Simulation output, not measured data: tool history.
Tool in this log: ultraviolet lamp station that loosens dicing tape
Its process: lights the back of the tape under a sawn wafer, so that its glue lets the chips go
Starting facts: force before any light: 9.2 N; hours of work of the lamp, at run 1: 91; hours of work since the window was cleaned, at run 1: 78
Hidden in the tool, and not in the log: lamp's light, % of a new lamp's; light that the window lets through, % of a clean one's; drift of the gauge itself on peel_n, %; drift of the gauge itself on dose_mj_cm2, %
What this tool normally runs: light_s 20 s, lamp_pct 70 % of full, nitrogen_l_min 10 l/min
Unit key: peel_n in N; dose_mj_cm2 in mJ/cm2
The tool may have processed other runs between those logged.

run   hour  light_s  lamp_pct  nitrogen_l_min  hours of work of the lamp  hours of work since the window was cleaned  peel_n  dose_mj_cm2
  1    0.0       20        70              10                         91                                          78   0.857          339
  2    5.5       20        70              10                         93                                          81   0.870          337
  3   13.8       20        70              10                         97                                          85   0.853          335
  4   22.2       16        70              10                        101                                          89   1.308          271
  5   28.1       15        70              10                        104                                          92   1.463          251
  6   36.5       15        70              10                        108                                          96   1.494          251
  7   44.7       20        70              10                        113                                         100   0.886          335
  8   53.6       20        70              10                        117                                         104   0.850          330
  9   62.8       12        65              10                        121                                         109   2.387          184
 10   68.9       16        65              14                        124                                         112   1.325          245
 11   73.9       39        89              10                        127                                         114   0.169          824
 12   79.0       38        89               3                        129                                         117   0.279          806
 13   87.2       18        61              10                        133                                         121   1.383          260
 14   91.8       26        90               6                        136                                         123   0.390          549
 15   96.9       13        62               3                        138                                         126   3.521          189
 16  104.2       15        79               3                        142                                         129   2.226          278

Here are 4 independent what-if runs from the current tool condition. What would each one return?
  A  110.8       15        79              19                        145                                         132       ?            ?
  B  110.8       13        79               3                        145                                         132       ?            ?
  C  110.8       37        77              10                        145                                         132       ?            ?
  D  110.8       20        70               3                        145                                         132       ?            ?

run  peel_n  dose_mj_cm2
  A   0.914          273
  B   2.697          245
  C   0.214          661
  D   1.746          331
The same runs, with their run-to-run variation unchanged, on a tool lacking any hidden condition would have given:
run  peel_n  dose_mj_cm2
  A   0.794          293
  B   2.478          262
  C   0.197          708
  D   1.562          354
